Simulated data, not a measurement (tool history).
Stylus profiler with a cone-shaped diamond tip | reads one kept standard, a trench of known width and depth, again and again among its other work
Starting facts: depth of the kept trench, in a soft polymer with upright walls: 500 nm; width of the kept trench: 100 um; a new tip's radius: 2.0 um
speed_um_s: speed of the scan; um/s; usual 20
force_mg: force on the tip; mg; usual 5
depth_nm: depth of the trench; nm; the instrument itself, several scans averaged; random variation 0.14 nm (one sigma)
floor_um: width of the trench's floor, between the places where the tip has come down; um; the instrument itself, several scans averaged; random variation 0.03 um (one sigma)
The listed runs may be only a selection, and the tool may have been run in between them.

Run 1, hour 0: usual settings. Result: depth_nm 511.54 nm, floor_um 96.51 um.
Run 2, hour 54.7: usual settings but speed_um_s 6 um/s. Result: depth_nm 511.41 nm, floor_um 96.53 um.
Run 3, hour 140.3: usual settings. Result: depth_nm 511.27 nm, floor_um 96.43 um.
Run 4, hour 192.3: usual settings. Result: depth_nm 511.55 nm, floor_um 96.41 um.
Run 5, hour 258.2: usual settings. Result: depth_nm 511.23 nm, floor_um 96.4 um.
Run 6, hour 326.3: usual settings. Result: depth_nm 511.34 nm, floor_um 96.37 um.
Run 7, hour 394.8: usual settings but force_mg 4.59 mg. Result: depth_nm 510.27 nm, floor_um 96.36 um.
Run 8, hour 466.5: usual settings but speed_um_s 8 um/s. Result: depth_nm 511.12 nm, floor_um 96.41 um.
Run 9, hour 572.4: usual settings but speed_um_s 8 um/s. Result: depth_nm 511.03 nm, floor_um 96.38 um.
Run 10, hour 627.1: usual settings but speed_um_s 8 um/s. Result: depth_nm 510.99 nm, floor_um 96.32 um.
Run 11, hour 693.9: usual settings but speed_um_s 8 um/s. Result: depth_nm 510.86 nm, floor_um 96.28 um.
Run 12, hour 751.4: usual settings but speed_um_s 8 um/s. Result: depth_nm 510.87 nm, floor_um 96.28 um.
Run 13, hour 814.9: usual settings but speed_um_s 22 um/s. Result: depth_nm 510.59 nm, floor_um 96.22 um.
Run 14, hour 913: usual settings but speed_um_s 22 um/s. Result: depth_nm 510.71 nm, floor_um 96.19 um.
Run 15, hour 960.2: usual settings but speed_um_s 32 um/s, force_mg 5.94 mg. Result: depth_nm 512.18 nm, floor_um 96.13 um.
Run 16, hour 1030.2: usual settings but speed_um_s 32 um/s, force_mg 5.94 mg. Result: depth_nm 511.8 nm, floor_um 96.08 um.
At hour 1036.9: height scale calibrated on a step standard.
Run 17, hour 1098.3: usual settings but force_mg 2.4 mg. Result: depth_nm 504.4 nm, floor_um 96.07 um.
Run 18, hour 1168.2: usual settings but force_mg 2.4 mg. Result: depth_nm 504.45 nm, floor_um 95.97 um.
At hour 1240.5: height scale calibrated on a step standard, once more.
Run 19, hour 1251.3: usual settings but speed_um_s 50 um/s, force_mg 3.85 mg. Result: depth_nm 511.57 nm, floor_um 95.89 um.
Run 20, hour 1331.3: usual settings but speed_um_s 64 um/s, force_mg 10.63 mg. Result: depth_nm 522.65 nm, floor_um 95.89 um.
Run 21, hour 1385.5: usual settings but speed_um_s 61 um/s, force_mg 5.49 mg. Result: depth_nm 514.71 nm, floor_um 95.9 um.
Run 22, hour 1491.5: usual settings but speed_um_s 30 um/s, force_mg 7.3 mg. Result: depth_nm 517.52 nm, floor_um 95.99 um.
Run 23, hour 1538.9: usual settings but speed_um_s 28 um/s, force_mg 7.2 mg. Result: depth_nm 517.31 nm, floor_um 95.95 um.
Run 24, hour 1601.9: usual settings but speed_um_s 7 um/s, force_mg 5.91 mg. Result: depth_nm 515.02 nm, floor_um 96.01 um.
Run 25, hour 1660.6: usual settings but speed_um_s 14 um/s, force_mg 4.3 mg. Result: depth_nm 511.92 nm, floor_um 95.93 um.

Consider 5 possible next runs. They are alternatives, not a sequence: every one starts from the tool as it was left by run 25. What does each give?
Run A, hour 1742.9: usual settings but speed_um_s 6 um/s, force_mg 4.04 mg. Result: depth_nm ?, floor_um ?.
Run B, hour 1742.9: usual settings but force_mg 2.01 mg. Result: depth_nm ?, floor_um ?.
Run C, hour 1742.9: usual settings but speed_um_s 28 um/s, force_mg 5.82 mg. Result: depth_nm ?, floor_um ?.
Run D, hour 1742.9: usual settings but speed_um_s 8 um/s. Result: depth_nm ?, floor_um ?.
Run E, hour 1742.9: usual settings but speed_um_s 19 um/s, force_mg 7.43 mg. Result: depth_nm ?, floor_um ?.

run  depth_nm  floor_um
  A    511.57     95.94
  B    507.03     95.84
  C    514.89     95.84
  D     513.3     95.94
  E    517.54     95.94
With the hidden condition removed and each run's random variation left untouched, the same runs would have given:
run  depth_nm  floor_um
  A    511.96     97.32
  B    507.41     97.23
  C    515.28     97.23
  D    513.69     97.32
  E    517.94     97.33

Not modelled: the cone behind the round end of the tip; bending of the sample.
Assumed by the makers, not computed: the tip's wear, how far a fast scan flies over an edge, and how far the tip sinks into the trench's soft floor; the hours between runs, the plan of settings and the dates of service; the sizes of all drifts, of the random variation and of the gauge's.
